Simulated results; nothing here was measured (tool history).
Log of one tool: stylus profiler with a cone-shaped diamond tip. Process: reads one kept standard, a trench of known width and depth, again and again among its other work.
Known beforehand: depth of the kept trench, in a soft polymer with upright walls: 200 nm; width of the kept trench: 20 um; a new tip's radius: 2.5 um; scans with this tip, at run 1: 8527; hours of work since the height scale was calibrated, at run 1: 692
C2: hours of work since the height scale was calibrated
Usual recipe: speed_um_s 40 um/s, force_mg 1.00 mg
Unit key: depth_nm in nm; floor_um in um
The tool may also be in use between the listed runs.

{"run": 1, "hour": 0.0, "speed_um_s": 40, "force_mg": 1.0, "scans with this tip": 8527, "C2": 692, "depth_nm": 201.23, "floor_um": 17.33}
{"run": 2, "hour": 26.5, "speed_um_s": 40, "force_mg": 1.0, "scans with this tip": 8786, "C2": 713, "depth_nm": 201.26, "floor_um": 17.27}
{"run": 3, "hour": 65.7, "speed_um_s": 40, "force_mg": 0.56, "scans with this tip": 9169, "C2": 744, "depth_nm": 200.57, "floor_um": 17.16}
{"run": 4, "hour": 106.9, "speed_um_s": 40, "force_mg": 1.46, "scans with this tip": 9571, "C2": 776, "depth_nm": 201.73, "floor_um": 17.3}
{"run": 5, "hour": 161.8, "speed_um_s": 40, "force_mg": 0.52, "scans with this tip": 10107, "C2": 820, "depth_nm": 200.52, "floor_um": 17.14}
{"run": 6, "hour": 220.2, "speed_um_s": 40, "force_mg": 0.36, "scans with this tip": 10677, "C2": 866, "depth_nm": 200.16, "floor_um": 17.03}
{"run": 7, "hour": 276.2, "speed_um_s": 40, "force_mg": 1.0, "scans with this tip": 11224, "C2": 910, "depth_nm": 201.25, "floor_um": 17.18}
{"run": 8, "hour": 333.0, "speed_um_s": 40, "force_mg": 1.0, "scans with this tip": 11779, "C2": 955, "depth_nm": 201.09, "floor_um": 17.11}
{"run": 9, "hour": 392.7, "speed_um_s": 40, "force_mg": 0.41, "scans with this tip": 12362, "C2": 1003, "depth_nm": 200.14, "floor_um": 16.99}
{"run": 10, "hour": 430.4, "speed_um_s": 40, "force_mg": 0.41, "scans with this tip": 12730, "C2": 1032, "depth_nm": 200.14, "floor_um": 16.98}
{"run": 11, "hour": 495.7, "speed_um_s": 40, "force_mg": 1.34, "scans with this tip": 13367, "C2": 1084, "depth_nm": 201.38, "floor_um": 17.08}
{"run": 12, "hour": 526.1, "speed_um_s": 40, "force_mg": 1.34, "scans with this tip": 13665, "C2": 1108, "depth_nm": 201.19, "floor_um": 17.07}
{"run": 13, "hour": 579.6, "speed_um_s": 40, "force_mg": 1.34, "scans with this tip": 14187, "C2": 1151, "depth_nm": 201.19, "floor_um": 17.05}
{"run": 14, "hour": 643.7, "speed_um_s": 40, "force_mg": 1.0, "scans with this tip": 14813, "C2": 1201, "depth_nm": 200.79, "floor_um": 17.02}
{"hour": 690.8, "done": "height scale calibrated on a step standard"}
{"run": 15, "hour": 705.1, "speed_um_s": 40, "force_mg": 1.0, "scans with this tip": 15408, "C2": 11, "depth_nm": 200.28, "floor_um": 16.91}
{"run": 16, "hour": 745.0, "speed_um_s": 40, "force_mg": 1.0, "scans with this tip": 15797, "C2": 43, "depth_nm": 200.26, "floor_um": 16.94}
{"run": 17, "hour": 794.7, "speed_um_s": 40, "force_mg": 1.0, "scans with this tip": 16283, "C2": 82, "depth_nm": 200.21, "floor_um": 16.87}
{"run": 18, "hour": 832.5, "speed_um_s": 40, "force_mg": 1.0, "scans with this tip": 16652, "C2": 112, "depth_nm": 200.23, "floor_um": 16.87}
{"hour": 848.9, "done": "height scale calibrated on a step standard, once more"}
{"run": 19, "hour": 896.3, "speed_um_s": 40, "force_mg": 1.0, "scans with this tip": 17270, "C2": 38, "depth_nm": 201.9, "floor_um": 16.86}
{"hour": 956.6, "done": "new tip fitted, height scale calibrated"}
{"run": 20, "hour": 956.6, "speed_um_s": 40, "force_mg": 1.4, "scans with this tip": 0, "C2": 0, "depth_nm": 202.08, "floor_um": 17.92}
{"run": 21, "hour": 1003.0, "speed_um_s": 102, "force_mg": 1.0, "scans with this tip": 452, "C2": 37, "depth_nm": 201.71, "floor_um": 17.47}
{"run": 22, "hour": 1036.1, "speed_um_s": 38, "force_mg": 1.0, "scans with this tip": 776, "C2": 63, "depth_nm": 201.54, "floor_um": 17.82}
{"run": 23, "hour": 1077.1, "speed_um_s": 36, "force_mg": 1.0, "scans with this tip": 1176, "C2": 95, "depth_nm": 201.57, "floor_um": 17.73}
{"run": 24, "hour": 1113.6, "speed_um_s": 36, "force_mg": 1.0, "scans with this tip": 1533, "C2": 124, "depth_nm": 201.6, "floor_um": 17.76}
{"run": 25, "hour": 1155.2, "speed_um_s": 36, "force_mg": 1.0, "scans with this tip": 1939, "C2": 157, "depth_nm": 201.41, "floor_um": 17.79}
{"run": 26, "hour": 1184.1, "speed_um_s": 156, "force_mg": 0.48, "scans with this tip": 2221, "C2": 180, "depth_nm": 200.82, "floor_um": 16.65}
{"run": 27, "hour": 1236.5, "speed_um_s": 11, "force_mg": 2.06, "scans with this tip": 2732, "C2": 222, "depth_nm": 202.69, "floor_um": 17.81}
{"run": 28, "hour": 1266.0, "speed_um_s": 73, "force_mg": 0.96, "scans with this tip": 3020, "C2": 245, "depth_nm": 201.37, "floor_um": 17.4}
{"run": 29, "hour": 1319.3, "speed_um_s": 147, "force_mg": 0.49, "scans with this tip": 3541, "C2": 287, "depth_nm": 200.63, "floor_um": 16.64}
{"run": 30, "hour": 1359.1, "speed_um_s": 158, "force_mg": 0.68, "scans with this tip": 3930, "C2": 319, "depth_nm": 200.86, "floor_um": 16.73}
{"run": 31, "hour": 1390.5, "speed_um_s": 158, "force_mg": 0.68, "scans with this tip": 4237, "C2": 344, "depth_nm": 201.06, "floor_um": 16.73}
{"run": 32, "hour": 1449.3, "speed_um_s": 14, "force_mg": 0.41, "scans with this tip": 4811, "C2": 390, "depth_nm": 200.52, "floor_um": 17.67}
{"run": 33, "hour": 1502.0, "speed_um_s": 15, "force_mg": 2.05, "scans with this tip": 5325, "C2": 432, "depth_nm": 202.36, "floor_um": 17.64}
{"run": 34, "hour": 1540.5, "speed_um_s": 15, "force_mg": 2.17, "scans with this tip": 5701, "C2": 462, "depth_nm": 202.55, "floor_um": 17.65}
{"run": 35, "hour": 1588.0, "speed_um_s": 121, "force_mg": 0.76, "scans with this tip": 6165, "C2": 500, "depth_nm": 200.9, "floor_um": 16.9}
{"run": 36, "hour": 1644.4, "speed_um_s": 121, "force_mg": 0.76, "scans with this tip": 6716, "C2": 545, "depth_nm": 200.91, "floor_um": 16.81}
{"run": 37, "hour": 1685.3, "speed_um_s": 87, "force_mg": 2.51, "scans with this tip": 7116, "C2": 577, "depth_nm": 202.67, "floor_um": 17.26}
{"run": 38, "hour": 1749.6, "speed_um_s": 30, "force_mg": 1.18, "scans with this tip": 7743, "C2": 628, "depth_nm": 201.29, "floor_um": 17.41}
{"run": 39, "hour": 1814.3, "speed_um_s": 24, "force_mg": 1.68, "scans with this tip": 8375, "C2": 679, "depth_nm": 201.83, "floor_um": 17.41}
{"run": 40, "hour": 1868.8, "speed_um_s": 96, "force_mg": 0.52, "scans with this tip": 8908, "C2": 722, "depth_nm": 200.47, "floor_um": 16.74}
{"run": 41, "hour": 1913.8, "speed_um_s": 72, "force_mg": 1.0, "scans with this tip": 9347, "C2": 758, "depth_nm": 201.04, "floor_um": 17.14}
{"run": 42, "hour": 1978.7, "speed_um_s": 72, "force_mg": 1.0, "scans with this tip": 9981, "C2": 810, "depth_nm": 200.96, "floor_um": 17.04}
{"run": 43, "hour": 2041.3, "speed_um_s": 61, "force_mg": 0.51, "scans with this tip": 10592, "C2": 859, "depth_nm": 200.29, "floor_um": 16.88}
{"run": 44, "hour": 2091.9, "speed_um_s": 61, "force_mg": 0.51, "scans with this tip": 11086, "C2": 899, "depth_nm": 200.13, "floor_um": 16.92}
{"run": 45, "hour": 2122.2, "speed_um_s": 46, "force_mg": 1.75, "scans with this tip": 11382, "C2": 923, "depth_nm": 201.79, "floor_um": 17.16}
{"run": 46, "hour": 2155.4, "speed_um_s": 46, "force_mg": 1.75, "scans with this tip": 11706, "C2": 949, "depth_nm": 201.67, "floor_um": 17.17}

For each entry between runs, how does the tool's hidden state at the last listed run before it compare with that at the first listed run after it?
Between runs 14 and 15: height scale calibrated on a step standard (hour 690.8)
  radius of the tip, um: 5.05 -> 5.15; height scale over the true one, %: -0.499 -> -0.763
  difference, measured minus the result without the unlogged condition, depth_nm: -1.01 -> -1.54 nm; floor_um: -0.86 -> -0.88 um
Between runs 18 and 19: height scale calibrated on a step standard, once more (hour 848.9)
  radius of the tip, um: 5.36 -> 5.47; height scale over the true one, %: -0.805 -> -0.03
  difference, measured minus the result without the unlogged condition, depth_nm: -1.62 -> -0.06 nm; floor_um: -0.94 -> -0.97 um
Between runs 19 and 20: new tip fitted, height scale calibrated (hour 956.6)
  radius of the tip, um: 5.47 -> 2.42; height scale over the true one, %: -0.03 -> -0.091
  difference, measured minus the result without the unlogged condition, depth_nm: -0.06 -> -0.19 nm; floor_um: -0.97 -> +0.04 um
